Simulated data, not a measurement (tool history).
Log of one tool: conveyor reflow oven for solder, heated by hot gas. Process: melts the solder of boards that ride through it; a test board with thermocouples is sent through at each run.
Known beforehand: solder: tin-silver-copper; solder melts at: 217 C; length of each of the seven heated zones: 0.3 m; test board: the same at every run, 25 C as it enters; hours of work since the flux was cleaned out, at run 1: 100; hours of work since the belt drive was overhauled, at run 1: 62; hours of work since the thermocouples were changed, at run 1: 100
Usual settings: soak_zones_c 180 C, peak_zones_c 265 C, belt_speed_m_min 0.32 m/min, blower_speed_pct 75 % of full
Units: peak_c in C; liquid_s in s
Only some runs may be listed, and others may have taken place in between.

run,hour,soak_zones_c,peak_zones_c,belt_speed_m_min,blower_speed_pct,hours of work since the flux was cleaned out,hours of work since the belt drive was overhauled,hours of work since the thermocouples were changed,peak_c,liquid_s
1,0,180,265,0.32,75,100,62,100,253.4,89.4
2,23.7,180,265,0.32,75,111,74,111,253.4,90
3,35.4,180,265,0.32,75,117,80,117,253.2,88.8
4,53.9,180,265,0.32,75,127,89,127,253.1,89.2
5,81.8,180,265,0.32,64,141,103,141,250.3,85.9
6,107.4,180,265,0.32,64,154,116,154,250.3,85.6
# hour 116.2: flux residue cleaned out of gas plates and filters
7,125,180,265,0.32,64,4,122,160,249.5,84.4
8,150.9,180,265,0.32,64,17,135,173,249.6,84.9
9,169.9,180,265,0.32,64,27,145,183,249.5,84.7
10,189.6,180,265,0.269,64,37,155,193,254.3,108.8
11,213.1,180,265,0.269,64,49,167,204,254.6,108.5
12,233,180,265,0.32,88,59,177,214,254.9,91.7
# hour 244: flux residue cleaned out of gas plates and filters, once more
13,255.9,180,265,0.32,88,6,186,223,257.1,94.5
14,280.8,180,265,0.32,82,19,198,236,255.9,92.7
15,295.4,180,265,0.3,82,26,206,243,256.9,101.1
16,316.2,180,265,0.3,82,36,216,254,256.9,100.2
17,339.6,180,261,0.376,75,48,228,266,246.3,68
18,356.2,175,265,0.299,75,57,236,274,255.2,95.5
19,383.8,175,265,0.351,75,70,250,288,250.3,75.9
20,398.7,175,265,0.351,75,78,258,295,250.5,75.9
21,418.3,182,278,0.359,51,88,268,305,253.7,77.8
22,439.9,177,255,0.32,87,99,279,316,246.6,83.2
23,466.5,180,262,0.338,81,112,292,330,251.1,83
24,482.4,171,265,0.338,65,120,300,338,248,72.8
25,500.6,180,277,0.32,83,129,309,347,265.7,100
26,512.3,180,277,0.32,83,135,315,353,266.2,100.2
27,537.6,180,277,0.32,83,148,328,365,266,100
# hour 557: flux residue cleaned out of gas plates and filters
28,560.2,188,270,0.299,75,2,337,374,262.2,109.5
29,578,188,270,0.299,75,11,346,383,261.8,109.6
30,592.1,188,272,0.299,89,18,353,390,265.9,112.2

Measured minus without-hidden-state, run by run (identical run-to-run variation in each term; gauge scatter may differ):
Unlogged tool condition in this case: heat that the gas passes to the board, % of a clean oven's; belt's true speed, % of the reading; true gas temperature in zones 6 and 7 over the reading, C; drift of the gauge itself on peak_c, C; drift of the gauge itself on liquid_s, %.
run,peak_c,liquid_s
1,-0.4,-0.7
2,-0.5,-0.8
3,-0.5,-0.8
4,-0.5,-0.8
5,-0.5,-1
6,-0.6,-1.1
7,-1.1,-1.9
8,-1.2,-2
9,-1.2,-2.1
10,-0.9,-1.5
11,-0.9,-1.6
12,-1.5,-2
13,+0.5,+0.5
14,+0.4,+0.4
15,+0.4,+0.4
16,+0.4,+0.3
17,+0.2,+0.1
18,+0.3,+0.2
19,+0.1,-0.1
20,+0,-0.1
21,+0,+0.1
22,+0.1,-0.2
23,+0,-0.3
24,-0.1,-0.4
25,-0.2,+0
26,-0.2,+0
27,-0.2,-0.1
28,+0.9,+1
29,+0.9,+1
30,+0.9,+0.9
